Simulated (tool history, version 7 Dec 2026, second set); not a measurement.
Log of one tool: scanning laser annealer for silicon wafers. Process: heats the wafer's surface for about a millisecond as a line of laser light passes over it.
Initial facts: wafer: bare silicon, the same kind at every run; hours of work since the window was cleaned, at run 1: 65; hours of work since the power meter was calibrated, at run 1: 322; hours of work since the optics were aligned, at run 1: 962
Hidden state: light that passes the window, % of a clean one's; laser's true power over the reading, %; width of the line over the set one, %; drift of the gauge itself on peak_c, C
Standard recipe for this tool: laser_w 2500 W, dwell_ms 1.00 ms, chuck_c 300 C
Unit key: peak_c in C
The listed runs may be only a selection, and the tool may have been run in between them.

| run | hour | laser_w | dwell_ms | chuck_c | hours of work since the window was cleaned | hours of work since the power meter was calibrated | hours of work since the optics were aligned | peak_c |
|---|---|---|---|---|---|---|---|---|
| 1 | 0.0 | 2500 | 1.00 | 300 | 65 | 322 | 962 | 1069 |
| 2 | 13.5 | 2500 | 1.00 | 279 | 70 | 327 | 967 | 1047 |
| 3 | 27.0 | 2500 | 1.00 | 279 | 75 | 332 | 973 | 1045 |
| 4 | 37.1 | 2500 | 1.00 | 279 | 79 | 336 | 977 | 1048 |
| 5 | 54.4 | 2500 | 1.00 | 279 | 86 | 343 | 984 | 1047 |
| 6 | 74.8 | 2500 | 1.00 | 279 | 95 | 352 | 992 | 1045 |
| 7 | 93.9 | 2500 | 1.00 | 261 | 102 | 359 | 1000 | 1026 |
| 8 | 103.3 | 2500 | 1.00 | 261 | 106 | 363 | 1004 | 1023 |
| 9 | 120.3 | 2500 | 1.00 | 339 | 113 | 370 | 1010 | 1103 |
| 10 | 132.5 | 2500 | 1.00 | 339 | 118 | 375 | 1015 | 1106 |
| 11 | 149.0 | 2500 | 1.00 | 339 | 125 | 382 | 1022 | 1100 |
| 12 | 170.2 | 2500 | 1.00 | 300 | 133 | 390 | 1031 | 1062 |
| 13 | 184.4 | 2500 | 1.00 | 300 | 139 | 396 | 1036 | 1059 |
|  | 189.3 | laser's power meter calibrated |
| 14 | 197.3 | 2500 | 1.00 | 300 | 143 | 3 | 1040 | 1060 |
| 15 | 217.2 | 2500 | 1.00 | 300 | 151 | 11 | 1048 | 1060 |
| 16 | 233.1 | 2500 | 1.00 | 300 | 157 | 18 | 1055 | 1063 |
| 17 | 243.6 | 2500 | 1.00 | 300 | 162 | 22 | 1059 | 1058 |
| 18 | 259.4 | 2500 | 1.00 | 300 | 168 | 28 | 1065 | 1058 |
|  | 268.7 | laser's power meter calibrated, once more |
| 19 | 272.6 | 2712 | 1.00 | 332 | 172 | 2 | 1069 | 1145 |
| 20 | 292.7 | 2196 | 1.00 | 324 | 180 | 10 | 1078 | 989 |
| 21 | 313.6 | 2517 | 0.92 | 300 | 189 | 18 | 1086 | 1018 |
| 22 | 330.4 | 2517 | 0.92 | 300 | 195 | 25 | 1093 | 1019 |
| 23 | 347.6 | 2517 | 0.92 | 270 | 202 | 32 | 1100 | 989 |
| 24 | 356.7 | 2323 | 0.81 | 286 | 206 | 35 | 1103 | 904 |
| 25 | 368.3 | 2356 | 0.94 | 305 | 211 | 40 | 1108 | 987 |
| 26 | 377.2 | 2356 | 0.92 | 284 | 214 | 44 | 1112 | 955 |
| 27 | 393.2 | 2161 | 1.16 | 300 | 221 | 50 | 1118 | 1009 |
| 28 | 402.0 | 2161 | 1.16 | 300 | 224 | 54 | 1122 | 1009 |
| 29 | 417.3 | 2500 | 0.71 | 300 | 230 | 60 | 1128 | 906 |
| 30 | 426.2 | 2137 | 0.76 | 309 | 234 | 63 | 1131 | 856 |
| 31 | 441.4 | 2137 | 0.76 | 309 | 240 | 70 | 1137 | 855 |

Run by run, hidden condition taken away, random variation retained:
| run | peak_c |
|---|---|
| 1 | 1079 |
| 2 | 1058 |
| 3 | 1057 |
| 4 | 1061 |
| 5 | 1060 |
| 6 | 1059 |
| 7 | 1041 |
| 8 | 1039 |
| 9 | 1120 |
| 10 | 1124 |
| 11 | 1118 |
| 12 | 1082 |
| 13 | 1079 |
| 14 | 1081 |
| 15 | 1081 |
| 16 | 1085 |
| 17 | 1081 |
| 18 | 1081 |
| 19 | 1176 |
| 20 | 1015 |
| 21 | 1047 |
| 22 | 1049 |
| 23 | 1019 |
| 24 | 930 |
| 25 | 1017 |
| 26 | 985 |
| 27 | 1042 |
| 28 | 1042 |
| 29 | 936 |
| 30 | 883 |
| 31 | 882 |
